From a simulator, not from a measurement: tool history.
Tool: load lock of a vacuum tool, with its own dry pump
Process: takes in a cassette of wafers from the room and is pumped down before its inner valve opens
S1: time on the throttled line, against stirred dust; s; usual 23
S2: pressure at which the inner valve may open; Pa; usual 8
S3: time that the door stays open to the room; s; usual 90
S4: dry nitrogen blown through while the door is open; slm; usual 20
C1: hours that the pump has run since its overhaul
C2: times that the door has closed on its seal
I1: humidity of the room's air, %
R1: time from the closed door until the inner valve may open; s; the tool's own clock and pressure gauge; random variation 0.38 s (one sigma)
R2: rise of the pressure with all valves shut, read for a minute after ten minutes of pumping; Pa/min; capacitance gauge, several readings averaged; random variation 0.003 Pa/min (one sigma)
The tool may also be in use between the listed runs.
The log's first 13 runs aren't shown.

run 14 hour=2253.3 | S1=23 S2=8 S3=26 S4=20 | C1=20802 C2=26161 | I1=45.7 | R1=39.7 R2=0.021
run 15 hour=2517.8 | S1=23 S2=8 S3=26 S4=20 | C1=21067 C2=27033 | I1=44.7 | R1=39.7 R2=0.018
run 16 hour=2646.6 | S1=23 S2=8 S3=90 S4=13 | C1=21196 C2=27458 | I1=44.1 | R1=39.3 R2=0.038
run 17 hour=2782.0 | S1=23 S2=8 S3=90 S4=13 | C1=21331 C2=27904 | I1=44.4 | R1=40.1 R2=0.036
run 18 hour=2943.2 | S1=23 S2=8 S3=90 S4=13 | C1=21492 C2=28436 | I1=48.5 | R1=40.4 R2=0.041
run 19 hour=3114.6 | S1=34 S2=9 S3=95 S4=14 | C1=21664 C2=29001 | I1=42.6 | R1=48.2 R2=0.038
run 20 hour=3277.0 | S1=34 S2=9 S3=95 S4=14 | C1=21826 C2=29536 | I1=44.2 | R1=47.4 R2=0.034
run 21 hour=3422.9 | S1=34 S2=9 S3=95 S4=14 | C1=21972 C2=30018 | I1=43.7 | R1=47.5 R2=0.032
run 22 hour=3618.4 | S1=21 S2=8 S3=25 S4=6 | C1=22167 C2=30662 | I1=43.5 | R1=38.9 R2=0.025
run 23 hour=3770.2 | S1=21 S2=8 S3=25 S4=6 | C1=22319 C2=31163 | I1=43.5 | R1=38.3 R2=0.027
run 24 hour=3965.6 | S1=21 S2=8 S3=25 S4=6 | C1=22515 C2=31807 | I1=43.9 | R1=37.8 R2=0.030
run 25 hour=4124.9 | S1=39 S2=13 S3=90 S4=12 | C1=22674 C2=32332 | I1=41.8 | R1=50.6 R2=0.037
run 26 hour=4320.1 | S1=27 S2=15 S3=90 S4=17 | C1=22869 C2=32976 | I1=43.7 | R1=41.1 R2=0.031
run 27 hour=4454.2 | S1=27 S2=15 S3=90 S4=17 | C1=23003 C2=33418 | I1=44.6 | R1=41.8 R2=0.034
run 28 hour=4640.9 | S1=27 S2=15 S3=90 S4=17 | C1=23190 C2=34034 | I1=47.3 | R1=40.5 R2=0.034
run 29 hour=4862.6 | S1=27 S2=15 S3=90 S4=17 | C1=23412 C2=34764 | I1=46.7 | R1=41.0 R2=0.035
-- hour=5049.2 dry pump taken out, an overhauled one fitted
run 30 hour=5069.5 | S1=27 S2=15 S3=90 S4=17 | C1=20 C2=35427 | I1=41.8 | R1=41.7 R2=0.028
run 31 hour=5313.5 | S1=27 S2=6 S3=90 S4=17 | C1=264 C2=36232 | I1=48.6 | R1=43.9 R2=0.032
run 32 hour=5543.4 | S1=17 S2=13 S3=74 S4=20 | C1=494 C2=36990 | I1=43.1 | R1=34.3 R2=0.025
run 33 hour=5660.1 | S1=23 S2=8 S3=158 S4=20 | C1=611 C2=37374 | I1=44.3 | R1=40.2 R2=0.041
run 34 hour=5790.6 | S1=23 S2=8 S3=158 S4=20 | C1=741 C2=37805 | I1=46.1 | R1=39.6 R2=0.037
run 35 hour=5954.2 | S1=23 S2=8 S3=158 S4=26 | C1=905 C2=38344 | I1=43.8 | R1=40.1 R2=0.035
run 36 hour=6133.5 | S1=23 S2=8 S3=158 S4=26 | C1=1084 C2=38935 | I1=48.2 | R1=39.9 R2=0.040

Forecast each of these 4 alternatives for the next run:
run A hour=6382.7 | S1=23 S2=8 S3=36 S4=5 | C1=1333 C2=39757 | I1=48.5 | R1=? R2=?
run B hour=6382.7 | S1=23 S2=8 S3=158 S4=5 | C1=1333 C2=39757 | I1=46.1 | R1=? R2=?
run C hour=6382.7 | S1=23 S2=9 S3=231 S4=20 | C1=1333 C2=39757 | I1=44.3 | R1=? R2=?
run D hour=6382.7 | S1=23 S2=16 S3=158 S4=26 | C1=1333 C2=39757 | I1=45.4 | R1=? R2=?

run=A R1=39.7 R2=0.030
run=B R1=40.2 R2=0.073
run=C R1=39.6 R2=0.051
run=D R1=38.6 R2=0.034
Without the tool's hidden state the same runs would have given:
run=A R1=39.7 R2=0.030
run=B R1=40.2 R2=0.072
run=C R1=39.6 R2=0.051
run=D R1=38.6 R2=0.034
